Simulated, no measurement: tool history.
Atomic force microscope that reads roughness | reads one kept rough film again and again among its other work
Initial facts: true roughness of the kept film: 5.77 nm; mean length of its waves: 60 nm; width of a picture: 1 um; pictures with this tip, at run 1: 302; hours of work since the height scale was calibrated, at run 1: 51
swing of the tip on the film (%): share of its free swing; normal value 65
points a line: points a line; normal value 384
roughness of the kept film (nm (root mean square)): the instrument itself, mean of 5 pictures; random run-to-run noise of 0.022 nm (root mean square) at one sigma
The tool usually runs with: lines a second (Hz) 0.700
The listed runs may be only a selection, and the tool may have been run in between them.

run   hour  lines a second (Hz)  swing of the tip on the film (%)  points a line  pictures with this tip  hours of work since the height scale was calibrated  roughness of the kept film (nm (root mean square))
  1    0.0                0.700                                65            384                     302                                                   51                                               5.047
  2   21.9                0.700                                65            384                     320                                                   61                                               5.020
  3   53.4                0.700                                65            384                     348                                                   74                                               5.048
      62.1  -- new tip fitted
  4   87.5                0.700                                65            384                      21                                                   88                                               5.351
  5  114.5                0.700                                65            384                      45                                                   99                                               5.312
  6  153.0                0.700                                65            384                      78                                                  116                                               5.347
  7  183.1                0.700                                65            384                     104                                                  128                                               5.276
  8  211.5                0.700                                63            384                     128                                                  140                                               5.268
  9  250.1                0.700                                63            384                     161                                                  156                                               5.246
 10  285.1                0.700                                65            644                     191                                                  171                                               5.178
 11  306.2                0.700                                65            288                     209                                                  180                                               5.154
 12  348.3                0.700                                65            288                     246                                                  198                                               5.146
 13  390.5                0.700                                65            288                     282                                                  216                                               5.127
 14  408.2                2.002                                60            288                     297                                                  223                                               4.952
 15  435.2                2.002                                60            288                     320                                                  234                                               4.937
     477.6  -- new tip fitted
 16  477.6                2.002                                60            288                       0                                                  252                                               5.178
 17  510.3                0.700                                64            907                      28                                                  266                                               5.331
 18  554.2                0.700                                73            696                      66                                                  284                                               5.210
     558.5  -- height scale calibrated on a step standard
 19  593.6                0.700                                84            457                      99                                                   15                                               5.004
 20  611.7                0.700                                84            457                     115                                                   22                                               5.019
 21  654.9                1.635                                70            431                     152                                                   41                                               4.957
 22  697.7                1.635                                70            431                     189                                                   59                                               4.950
     710.4  -- height scale calibrated on a step standard, once more
 23  733.9                1.635                                70            431                     219                                                   10                                               4.817
 24  761.9                3.453                                58            387                     243                                                   22                                               4.835
 25  780.8                1.304                                71            504                     259                                                   30                                               4.839
 26  801.9                1.304                                67            504                     277                                                   38                                               4.915

Consider 5 possible next runs. They are alternatives, not a sequence: every one starts from the tool as it was left by run 26. What does each give?
  A  832.5                1.276                                76            384                     304                                                   51                                                   ?
  B  832.5                0.699                                89            384                     304                                                   51                                                   ?
  C  832.5                3.374                                65            384                     304                                                   51                                                   ?
  D  832.5                1.304                                60            504                     304                                                   51                                                   ?
  E  832.5                1.010                                75            861                     304                                                   51                                                   ?

run  roughness of the kept film (nm (root mean square))
  A                                               4.753
  B                                               4.726
  C                                               4.564
  D                                               4.996
  E                                               4.883
Take away the tool's hidden state, keep each run's random variation, and the runs would have read:
run  roughness of the kept film (nm (root mean square))
  A                                               5.045
  B                                               5.016
  C                                               4.845
  D                                               5.303
  E                                               5.183
